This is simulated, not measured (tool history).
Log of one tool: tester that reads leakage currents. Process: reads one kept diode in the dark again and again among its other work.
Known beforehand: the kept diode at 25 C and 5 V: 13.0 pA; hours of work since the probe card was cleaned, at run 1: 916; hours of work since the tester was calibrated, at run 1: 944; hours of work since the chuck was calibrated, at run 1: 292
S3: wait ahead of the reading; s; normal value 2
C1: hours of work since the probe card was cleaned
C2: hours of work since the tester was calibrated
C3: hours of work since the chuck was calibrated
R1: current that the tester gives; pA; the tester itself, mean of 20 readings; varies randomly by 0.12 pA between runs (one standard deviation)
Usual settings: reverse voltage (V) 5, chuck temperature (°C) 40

run 1 day=0 | reverse_voltage_(V)=5 chuck_temperature_(°C)=40 S3=2 | C1=916 C2=944 C3=292 | R1=41.47
run 2 day=1.121 | reverse_voltage_(V)=5 chuck_temperature_(°C)=40 S3=5.72 | C1=934 C2=962 C3=310 | R1=41.45
run 3 day=2.617 | reverse_voltage_(V)=5 chuck_temperature_(°C)=40 S3=5.72 | C1=958 C2=986 C3=334 | R1=41.49
run 4 day=4.25 | reverse_voltage_(V)=5 chuck_temperature_(°C)=40 S3=5.72 | C1=984 C2=1012 C3=360 | R1=41.59
run 5 day=5.421 | reverse_voltage_(V)=5 chuck_temperature_(°C)=40 S3=5.72 | C1=1003 C2=1031 C3=378 | R1=41.87
run 6 day=6.862 | reverse_voltage_(V)=5 chuck_temperature_(°C)=40 S3=5.72 | C1=1026 C2=1054 C3=402 | R1=41.66
run 7 day=8.267 | reverse_voltage_(V)=5 chuck_temperature_(°C)=32 S3=2 | C1=1048 C2=1076 C3=424 | R1=26.64
run 8 day=9.179 | reverse_voltage_(V)=5 chuck_temperature_(°C)=32 S3=2 | C1=1063 C2=1091 C3=439 | R1=26.63
run 9 day=10.117 | reverse_voltage_(V)=5 chuck_temperature_(°C)=32 S3=2 | C1=1078 C2=1106 C3=454 | R1=26.69
run 10 day=11.8 | reverse_voltage_(V)=5 chuck_temperature_(°C)=32 S3=2 | C1=1105 C2=1133 C3=480 | R1=26.91
run 11 day=13.021 | reverse_voltage_(V)=5 chuck_temperature_(°C)=32 S3=2 | C1=1124 C2=1153 C3=500 | R1=26.91
run 12 day=14.021 | reverse_voltage_(V)=5 chuck_temperature_(°C)=40 S3=2 | C1=1140 C2=1169 C3=516 | R1=42.54
run 13 day=14.967 | reverse_voltage_(V)=5 chuck_temperature_(°C)=43 S3=2 | C1=1155 C2=1184 C3=531 | R1=50.53
run 14 day=16.312 | reverse_voltage_(V)=5 chuck_temperature_(°C)=43 S3=2 | C1=1177 C2=1205 C3=553 | R1=50.67
run 15 day=17.867 | reverse_voltage_(V)=5 chuck_temperature_(°C)=43 S3=2 | C1=1202 C2=1230 C3=578 | R1=51.17
run 16 day=19.45 | reverse_voltage_(V)=5 chuck_temperature_(°C)=43 S3=2 | C1=1227 C2=1255 C3=603 | R1=50.89
run 17 day=20.458 | reverse_voltage_(V)=5 chuck_temperature_(°C)=43 S3=2 | C1=1243 C2=1272 C3=619 | R1=50.78
run 18 day=21.258 | reverse_voltage_(V)=13.24 chuck_temperature_(°C)=43 S3=2 | C1=1256 C2=1284 C3=632 | R1=81.06
run 19 day=22.812 | reverse_voltage_(V)=13.24 chuck_temperature_(°C)=43 S3=2 | C1=1281 C2=1309 C3=657 | R1=81.43
run 20 day=24.621 | reverse_voltage_(V)=1.85 chuck_temperature_(°C)=40 S3=2 | C1=1310 C2=1338 C3=686 | R1=27.39
run 21 day=26.283 | reverse_voltage_(V)=5 chuck_temperature_(°C)=40 S3=1.89 | C1=1336 C2=1365 C3=712 | R1=42.95
run 22 day=27.938 | reverse_voltage_(V)=14.83 chuck_temperature_(°C)=40 S3=2.62 | C1=1363 C2=1391 C3=739 | R1=74.64
-- day=28.146 tester calibrated
run 23 day=29.725 | reverse_voltage_(V)=5 chuck_temperature_(°C)=39 S3=0.66 | C1=1390 C2=25 C3=766 | R1=42.3
run 24 day=31.496 | reverse_voltage_(V)=2.09 chuck_temperature_(°C)=44 S3=8.13 | C1=1418 C2=54 C3=794 | R1=36.56
run 25 day=32.479 | reverse_voltage_(V)=2.09 chuck_temperature_(°C)=44 S3=8.13 | C1=1434 C2=69 C3=810 | R1=36.49
run 26 day=33.35 | reverse_voltage_(V)=2.09 chuck_temperature_(°C)=44 S3=8.13 | C1=1448 C2=83 C3=824 | R1=36.54
run 27 day=34.788 | reverse_voltage_(V)=1.07 chuck_temperature_(°C)=48 S3=2 | C1=1471 C2=106 C3=847 | R1=35.28
run 28 day=36.458 | reverse_voltage_(V)=5.13 chuck_temperature_(°C)=47 S3=2 | C1=1498 C2=133 C3=874 | R1=65.32
-- day=36.712 tester calibrated, once more
run 29 day=37.483 | reverse_voltage_(V)=5.13 chuck_temperature_(°C)=47 S3=2 | C1=1513 C2=12 C3=889 | R1=64.87
run 30 day=38.454 | reverse_voltage_(V)=9.32 chuck_temperature_(°C)=22 S3=2 | C1=1528 C2=28 C3=904 | R1=27.23
run 31 day=39.288 | reverse_voltage_(V)=1.29 chuck_temperature_(°C)=32 S3=2.71 | C1=1542 C2=41 C3=918 | R1=14.29
-- day=40.442 chuck's temperature calibrated
run 32 day=40.567 | reverse_voltage_(V)=17.61 chuck_temperature_(°C)=23 S3=2.71 | C1=1561 C2=60 C3=2 | R1=45.74
run 33 day=41.621 | reverse_voltage_(V)=5.98 chuck_temperature_(°C)=24 S3=0.62 | C1=1578 C2=77 C3=19 | R1=24.14
run 34 day=42.779 | reverse_voltage_(V)=8.83 chuck_temperature_(°C)=54 S3=1.26 | C1=1596 C2=96 C3=37 | R1=128.46
run 35 day=43.742 | reverse_voltage_(V)=2.58 chuck_temperature_(°C)=59 S3=1.02 | C1=1612 C2=111 C3=53 | R1=101.03
run 36 day=44.583 | reverse_voltage_(V)=5.54 chuck_temperature_(°C)=38 S3=2.22 | C1=1625 C2=125 C3=66 | R1=42.56
run 37 day=45.492 | reverse_voltage_(V)=5.54 chuck_temperature_(°C)=58 S3=2.22 | C1=1640 C2=139 C3=81 | R1=130.37
run 38 day=46.392 | reverse_voltage_(V)=5.74 chuck_temperature_(°C)=51 S3=2.53 | C1=1654 C2=154 C3=95 | R1=89.42
run 39 day=47.254 | reverse_voltage_(V)=2.08 chuck_temperature_(°C)=48 S3=2 | C1=1668 C2=167 C3=109 | R1=48
run 40 day=48.517 | reverse_voltage_(V)=6.64 chuck_temperature_(°C)=38 S3=0.56 | C1=1688 C2=188 C3=129 | R1=49.78

Alternative continuations, all from the tool just after run 40; predict every row:
run A day=49.496 | reverse_voltage_(V)=4.44 chuck_temperature_(°C)=40 S3=2 | C1=1704 C2=203 C3=145 | R1=?
run B day=49.496 | reverse_voltage_(V)=2.19 chuck_temperature_(°C)=38 S3=3.2 | C1=1704 C2=203 C3=145 | R1=?
run C day=49.496 | reverse_voltage_(V)=12.22 chuck_temperature_(°C)=36 S3=0.63 | C1=1704 C2=203 C3=145 | R1=?
run D day=49.496 | reverse_voltage_(V)=5 chuck_temperature_(°C)=35 S3=8.65 | C1=1704 C2=203 C3=145 | R1=?

run=A R1=42.82
run=B R1=27.38
run=C R1=64.58
run=D R1=34.57
Take away the tool's hidden state, keep each run's random variation, and the runs would have read:
run=A R1=36.26
run=B R1=24.21
run=C R1=45.53
run=D R1=26.93
